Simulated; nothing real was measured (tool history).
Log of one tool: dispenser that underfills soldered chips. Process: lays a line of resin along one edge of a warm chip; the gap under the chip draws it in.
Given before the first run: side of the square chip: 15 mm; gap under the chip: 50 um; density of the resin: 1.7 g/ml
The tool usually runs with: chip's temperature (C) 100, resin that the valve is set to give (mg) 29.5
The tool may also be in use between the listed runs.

run	day	chip's temperature (C)	resin that the valve is set to give (mg)	time until the resin shows at the far edge (s)	resin that the valve gave (mg)
1	0.000	100	29.5	241.7	28.94
2	0.204	100	29.5	272.1	28.81
3	0.488	100	29.5	254.1	28.70
4	0.812	100	29.5	242.5	28.62
5	1.050	100	36.6	276.6	35.45
6	1.238	98	29.5	255.4	28.62
7	1.438	112	29.5	197.5	28.60
8	1.629	112	29.5	166.6	29.43
9	1.800	112	29.5	181.8	29.50
10	2.067	100	29.5	239.6	29.44
11	2.342	100	36.6	279.6	36.46
12	2.638	100	36.6	259.3	36.37
13	2.950	100	36.6	247.9	36.56
14	3.233	100	36.6	234.1	36.21
15	3.508	100	36.6	276.9	36.08
16	3.721	95	29.5	294.6	29.03
17	3.879	108	29.5	223.9	29.00
18	4.117	100	29.5	254.4	28.98
19	4.379	105	29.5	200.7	28.99
20	4.629	95	38.2	307.2	37.47
21	4.929	87	33.7	360.5	33.19
22	5.242	94	35.4	278.5	34.75
23	5.517	90	26.0	394.1	25.29
24	5.771	86	26.9	394.3	26.15
25	6.025	97	26.9	258.2	26.18
26	6.196	97	26.9	284.2	25.95
27	6.446	109	35.1	173.1	33.92
28	6.771	94	37.7	332.6	37.48
29	6.954	94	37.7	286.6	37.53
30	7.196	115	31.8	186.6	31.55
31	7.362	106	25.7	213.5	25.57
32	7.688	106	37.3	192.3	36.84
33	8.000	106	37.3	232.1	36.96
34	8.229	106	37.3	203.7	36.85
35	8.508	106	37.3	192.4	36.74

Between the runs listed above, the log contained 23 entries, not reproduced here. Where in the sequence does each belong, and how does what the log doesn't record of the tool's condition differ from the listed run before to the listed run after?
In the gap between runs 2 and 3: new syringe of resin (day 0.325)
  resin's viscosity, % of fresh resin's: 121.3 -> 111.5; dose that the valve gives, % of what is set: 97.65 -> 97.47; true chip temperature over the reading, C: 0.57 -> 0.59
  what was measured, less what the result would be without the hidden state, time until the resin shows at the far edge (s): +44.8 -> +23.3; resin that the valve gave (mg): -0.69 -> -0.74
In the gap between runs 3 and 4: new syringe of resin (day 0.738)
  resin's viscosity, % of fresh resin's: 111.5 -> 105.6; dose that the valve gives, % of what is set: 97.47 -> 97.26; true chip temperature over the reading, C: 0.59 -> 0.61
  what was measured, less what the result would be without the hidden state, time until the resin shows at the far edge (s): +23.3 -> +9.8; resin that the valve gave (mg): -0.74 -> -0.81
In the gap between runs 5 and 6: new syringe of resin (day 1.129)
  resin's viscosity, % of fresh resin's: 123.6 -> 107.9; dose that the valve gives, % of what is set: 97.09 -> 96.99; true chip temperature over the reading, C: 0.62 -> 0.63
  what was measured, less what the result would be without the hidden state, time until the resin shows at the far edge (s): +49.0 -> +15.4; resin that the valve gave (mg): -1.06 -> -0.88
In the gap between runs 7 and 8: new syringe of resin (day 1.533); dispensing valve cleaned and set on the balance (day 1.575)
  resin's viscosity, % of fresh resin's: 123.1 -> 102.6; dose that the valve gives, % of what is set: 96.86 -> 99.99; true chip temperature over the reading, C: 0.65 -> 0.66
  what was measured, less what the result would be without the hidden state, time until the resin shows at the far edge (s): +34.9 -> +1.3; resin that the valve gave (mg): -0.92 -> +0.00
In the gap between runs 9 and 10: new syringe of resin (day 1.975)
  resin's viscosity, % of fresh resin's: 114.9 -> 106.6; dose that the valve gives, % of what is set: 99.88 -> 99.7; true chip temperature over the reading, C: 0.67 -> 0.69
  what was measured, less what the result would be without the hidden state, time until the resin shows at the far edge (s): +20.6 -> +10.5; resin that the valve gave (mg): -0.04 -> -0.09
In the gap between runs 11 and 12: new syringe of resin (day 2.367)
  resin's viscosity, % of fresh resin's: 127.5 -> 118; dose that the valve gives, % of what is set: 99.52 -> 99.33; true chip temperature over the reading, C: 0.71 -> 0.73
  what was measured, less what the result would be without the hidden state, time until the resin shows at the far edge (s): +55.8 -> +34.9; resin that the valve gave (mg): -0.18 -> -0.24
In the gap between runs 12 and 13: new syringe of resin (day 2.767)
  resin's viscosity, % of fresh resin's: 118 -> 112.6; dose that the valve gives, % of what is set: 99.33 -> 99.13; true chip temperature over the reading, C: 0.73 -> 0.74
  what was measured, less what the result would be without the hidden state, time until the resin shows at the far edge (s): +34.9 -> +23.1; resin that the valve gave (mg): -0.24 -> -0.32
In the gap between runs 13 and 14: new syringe of resin (day 3.167)
  resin's viscosity, % of fresh resin's: 112.6 -> 104.9; dose that the valve gives, % of what is set: 99.13 -> 98.96; true chip temperature over the reading, C: 0.74 -> 0.76
  what was measured, less what the result would be without the hidden state, time until the resin shows at the far edge (s): +23.1 -> +6.0; resin that the valve gave (mg): -0.32 -> -0.39
In the gap between runs 15 and 16: new syringe of resin (day 3.558)
  resin's viscosity, % of fresh resin's: 125.7 -> 113.2; dose that the valve gives, % of what is set: 98.76 -> 98.63; true chip temperature over the reading, C: 0.78 -> 0.79
  what was measured, less what the result would be without the hidden state, time until the resin shows at the far edge (s): +51.5 -> +28.7; resin that the valve gave (mg): -0.46 -> -0.41
In the gap between runs 17 and 18: new syringe of resin (day 3.954)
  resin's viscosity, % of fresh resin's: 125.5 -> 112.1; dose that the valve gives, % of what is set: 98.52 -> 98.37; true chip temperature over the reading, C: 0.8 -> 0.82
  what was measured, less what the result would be without the hidden state, time until the resin shows at the far edge (s): +41.9 -> +22.7; resin that the valve gave (mg): -0.43 -> -0.48
In the gap between runs 18 and 19: new syringe of resin (day 4.362)
  resin's viscosity, % of fresh resin's: 112.1 -> 102; dose that the valve gives, % of what is set: 98.37 -> 98.19; true chip temperature over the reading, C: 0.82 -> 0.83
  what was measured, less what the result would be without the hidden state, time until the resin shows at the far edge (s): +22.7 -> -0.2; resin that the valve gave (mg): -0.48 -> -0.53
In the gap between runs 20 and 21: new syringe of resin (day 4.775)
  resin's viscosity, % of fresh resin's: 120.1 -> 111.7; dose that the valve gives, % of what is set: 98.03 -> 97.85; true chip temperature over the reading, C: 0.85 -> 0.87
  what was measured, less what the result would be without the hidden state, time until the resin shows at the far edge (s): +44.9 -> +29.4; resin that the valve gave (mg): -0.75 -> -0.73
In the gap between runs 21 and 22: new syringe of resin (day 5.179)
  resin's viscosity, % of fresh resin's: 111.7 -> 104.9; dose that the valve gives, % of what is set: 97.85 -> 97.65; true chip temperature over the reading, C: 0.87 -> 0.89
  what was measured, less what the result would be without the hidden state, time until the resin shows at the far edge (s): +29.4 -> +6.2; resin that the valve gave (mg): -0.73 -> -0.83
In the gap between runs 23 and 24: new syringe of resin (day 5.588)
  resin's viscosity, % of fresh resin's: 125.6 -> 111.8; dose that the valve gives, % of what is set: 97.46 -> 97.3; true chip temperature over the reading, C: 0.91 -> 0.93
  what was measured, less what the result would be without the hidden state, time until the resin shows at the far edge (s): +73.6 -> +33.5; resin that the valve gave (mg): -0.66 -> -0.73
In the gap between runs 24 and 25: new syringe of resin (day 5.979)
  resin's viscosity, % of fresh resin's: 111.8 -> 102.6; dose that the valve gives, % of what is set: 97.3 -> 97.14; true chip temperature over the reading, C: 0.93 -> 0.94
  what was measured, less what the result would be without the hidden state, time until the resin shows at the far edge (s): +33.5 -> +1.1; resin that the valve gave (mg): -0.73 -> -0.77
In the gap between runs 26 and 27: new syringe of resin (day 6.388)
  resin's viscosity, % of fresh resin's: 114.6 -> 103.1; dose that the valve gives, % of what is set: 97.03 -> 96.88; true chip temperature over the reading, C: 0.95 -> 0.97
  what was measured, less what the result would be without the hidden state, time until the resin shows at the far edge (s): +30.9 -> +1.0; resin that the valve gave (mg): -0.79 -> -1.09
In the gap between runs 27 and 28: dispensing valve cleaned and set on the balance (day 6.629)
  resin's viscosity, % of fresh resin's: 103.1 -> 124.3; dose that the valve gives, % of what is set: 96.88 -> 99.73; true chip temperature over the reading, C: 0.97 -> 0.99
  what was measured, less what the result would be without the hidden state, time until the resin shows at the far edge (s): +1.0 -> +57.0; resin that the valve gave (mg): -1.09 -> -0.10
In the gap between runs 28 and 29: new syringe of resin (day 6.833)
  resin's viscosity, % of fresh resin's: 124.3 -> 108.6; dose that the valve gives, % of what is set: 99.73 -> 99.63; true chip temperature over the reading, C: 0.99 -> 1
  what was measured, less what the result would be without the hidden state, time until the resin shows at the far edge (s): +57.0 -> +14.6; resin that the valve gave (mg): -0.10 -> -0.14
In the gap between runs 30 and 31: new syringe of resin (day 7.233)
  resin's viscosity, % of fresh resin's: 127.4 -> 109.7; dose that the valve gives, % of what is set: 99.46 -> 99.36; true chip temperature over the reading, C: 1.02 -> 1.03
  what was measured, less what the result would be without the hidden state, time until the resin shows at the far edge (s): +36.1 -> +13.4; resin that the valve gave (mg): -0.17 -> -0.17
In the gap between runs 31 and 32: new syringe of resin (day 7.642)
  resin's viscosity, % of fresh resin's: 109.7 -> 102.2; dose that the valve gives, % of what is set: 99.36 -> 99.12; true chip temperature over the reading, C: 1.03 -> 1.05
  what was measured, less what the result would be without the hidden state, time until the resin shows at the far edge (s): +13.4 -> -1.6; resin that the valve gave (mg): -0.17 -> -0.33
In the gap between runs 33 and 34: new syringe of resin (day 8.054)
  resin's viscosity, % of fresh resin's: 125.3 -> 111.1; dose that the valve gives, % of what is set: 98.92 -> 98.77; true chip temperature over the reading, C: 1.07 -> 1.08
  what was measured, less what the result would be without the hidden state, time until the resin shows at the far edge (s): +41.3 -> +14.7; resin that the valve gave (mg): -0.40 -> -0.46
In the gap between runs 34 and 35: new syringe of resin (day 8.462)
  resin's viscosity, % of fresh resin's: 111.1 -> 103.2; dose that the valve gives, % of what is set: 98.77 -> 98.61; true chip temperature over the reading, C: 1.08 -> 1.1
  what was measured, less what the result would be without the hidden state, time until the resin shows at the far edge (s): +14.7 -> +0.2; resin that the valve gave (mg): -0.46 -> -0.52

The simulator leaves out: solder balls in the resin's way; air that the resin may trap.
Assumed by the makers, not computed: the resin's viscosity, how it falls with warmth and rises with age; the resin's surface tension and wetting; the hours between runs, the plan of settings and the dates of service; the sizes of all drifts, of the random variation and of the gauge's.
